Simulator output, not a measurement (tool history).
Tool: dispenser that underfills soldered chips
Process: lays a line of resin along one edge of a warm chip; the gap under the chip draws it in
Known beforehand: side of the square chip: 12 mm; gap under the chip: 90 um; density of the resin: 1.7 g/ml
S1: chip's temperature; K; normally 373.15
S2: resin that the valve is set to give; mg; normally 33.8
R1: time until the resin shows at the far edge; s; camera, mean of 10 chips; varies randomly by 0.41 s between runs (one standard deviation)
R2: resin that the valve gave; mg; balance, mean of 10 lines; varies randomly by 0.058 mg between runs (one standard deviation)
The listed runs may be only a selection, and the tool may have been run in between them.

{"run": 1, "hour": 0.0, "S1": 373.15, "S2": 33.8, "R1": 39.0, "R2": 33.27}
{"hour": 6.6, "done": "new syringe of resin"}
{"run": 2, "hour": 6.8, "S1": 373.15, "S2": 37.3, "R1": 26.8, "R2": 36.53}
{"run": 3, "hour": 13.2, "S1": 362.15, "S2": 33.8, "R1": 55.3, "R2": 33.05}
{"run": 4, "hour": 18.2, "S1": 362.15, "S2": 33.8, "R1": 70.0, "R2": 33.15}
{"hour": 20.6, "done": "new syringe of resin"}
{"run": 5, "hour": 23.8, "S1": 362.15, "S2": 33.8, "R1": 45.9, "R2": 33.03}
{"run": 6, "hour": 29.0, "S1": 373.15, "S2": 33.8, "R1": 40.6, "R2": 33.02}
{"hour": 30.5, "done": "dispensing valve cleaned and set on the balance"}
{"run": 7, "hour": 33.0, "S1": 373.15, "S2": 33.8, "R1": 47.5, "R2": 33.77}
{"hour": 35.6, "done": "new syringe of resin"}
{"run": 8, "hour": 39.3, "S1": 380.15, "S2": 33.8, "R1": 25.4, "R2": 33.73}
{"run": 9, "hour": 43.4, "S1": 380.15, "S2": 33.8, "R1": 30.7, "R2": 33.65}
{"run": 10, "hour": 47.5, "S1": 380.15, "S2": 33.8, "R1": 37.7, "R2": 33.65}
{"hour": 49.5, "done": "new syringe of resin"}
{"run": 11, "hour": 52.1, "S1": 380.15, "S2": 33.8, "R1": 23.3, "R2": 33.45}
{"run": 12, "hour": 56.9, "S1": 374.15, "S2": 33.8, "R1": 37.2, "R2": 33.41}
{"run": 13, "hour": 59.6, "S1": 374.15, "S2": 36.6, "R1": 41.3, "R2": 36.3}
{"run": 14, "hour": 62.6, "S1": 378.15, "S2": 38.0, "R1": 41.4, "R2": 37.64}
{"hour": 63.6, "done": "new syringe of resin"}
{"run": 15, "hour": 67.2, "S1": 379.15, "S2": 29.9, "R1": 26.2, "R2": 29.58}
{"run": 16, "hour": 72.9, "S1": 370.15, "S2": 31.6, "R1": 46.4, "R2": 31.22}
{"run": 17, "hour": 76.2, "S1": 385.15, "S2": 30.1, "R1": 34.3, "R2": 29.75}
{"hour": 77.6, "done": "new syringe of resin"}
{"run": 18, "hour": 83.2, "S1": 366.15, "S2": 37.3, "R1": 44.9, "R2": 36.74}
{"run": 19, "hour": 88.9, "S1": 366.15, "S2": 36.8, "R1": 60.4, "R2": 36.15}
{"hour": 91.7, "done": "new syringe of resin"}
{"run": 20, "hour": 94.4, "S1": 387.15, "S2": 36.6, "R1": 18.4, "R2": 35.86}
{"run": 21, "hour": 98.1, "S1": 387.15, "S2": 36.6, "R1": 22.6, "R2": 35.89}

Run 22 has not been measured yet. What should we expect?
{"run": 22, "hour": 101.9, "S1": 383.15, "S2": 36.6, "R1": "?", "R2": "?"}

R1: 30.3 s
R2: 35.84 mg
The same run, on a tool lacking any hidden state, would have yielded R1 18.9 s, R2 36.60 mg.

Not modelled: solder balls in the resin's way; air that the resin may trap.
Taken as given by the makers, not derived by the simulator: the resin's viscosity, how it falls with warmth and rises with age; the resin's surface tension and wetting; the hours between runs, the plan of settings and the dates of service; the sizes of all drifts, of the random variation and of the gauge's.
